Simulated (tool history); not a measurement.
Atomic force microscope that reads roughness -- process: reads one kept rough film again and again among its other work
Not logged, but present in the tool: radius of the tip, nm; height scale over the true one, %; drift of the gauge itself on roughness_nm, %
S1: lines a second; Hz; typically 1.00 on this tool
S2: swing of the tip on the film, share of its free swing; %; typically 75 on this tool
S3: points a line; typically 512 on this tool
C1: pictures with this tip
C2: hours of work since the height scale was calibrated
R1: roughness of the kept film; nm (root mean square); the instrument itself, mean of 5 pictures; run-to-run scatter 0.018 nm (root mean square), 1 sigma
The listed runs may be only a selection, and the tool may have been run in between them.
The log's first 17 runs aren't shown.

run     day    S1  S2   S3   C1   C2     R1
      6.850  -- new tip fitted
 18   7.042  1.00  89  512    7  200  4.023
 19   7.600  1.00  75  512   29  208  4.123
 20   8.079  1.00  75  512   48  215  4.001
 21   8.625  3.13  67  351   69  223  3.625
 22   9.004  0.94  85  317   84  229  3.605
 23   9.267  1.72  90  712   94  233  3.222
 24   9.525  1.72  90  712  105  236  3.187
 25   9.771  1.11  70  267  114  240  3.635
 26  10.054  1.11  70  267  125  244  3.572
 27  10.404  1.11  70  267  139  249  3.500
 28  10.838  1.83  75  512  156  255  3.252
     11.279  -- new tip fitted
 29  11.346  1.83  75  512    2  263  4.120
 30  11.667  0.81  75  512   15  267  4.298
 31  12.088  1.00  75  441   31  273  4.148
 32  12.429  3.09  75  503   45  278  3.604
 33  12.725  0.92  58  317   56  283  4.118
 34  13.167  0.92  56  308   74  289  4.064
 35  13.588  2.46  69  979   90  295  3.620
 36  13.867  1.00  75  773  101  299  3.705
 37  14.429  1.51  86  512  123  308  3.310
 38  14.988  1.17  89  457  145  316  3.228
 39  15.425  1.17  89  457  163  322  3.168

What if the next run were any one of these 4? Each begins from the tool's condition after run 39:
     15.675  -- new tip fitted
  A  15.979  1.10  59  382  11  330   ?
     15.675  -- new tip fitted
  B  15.979  3.24  70  512  11  330   ?
     15.675  -- new tip fitted
  C  15.979  0.92  88  512  11  330   ?
     15.675  -- new tip fitted
  D  15.979  0.60  57  457  11  330   ?

run     R1
  A  4.422
  B  3.975
  C  4.082
  D  4.500
Stripped of hidden state, with their random variation kept, the same runs would have yielded:
run     R1
  A  4.502
  B  4.047
  C  4.156
  D  4.582
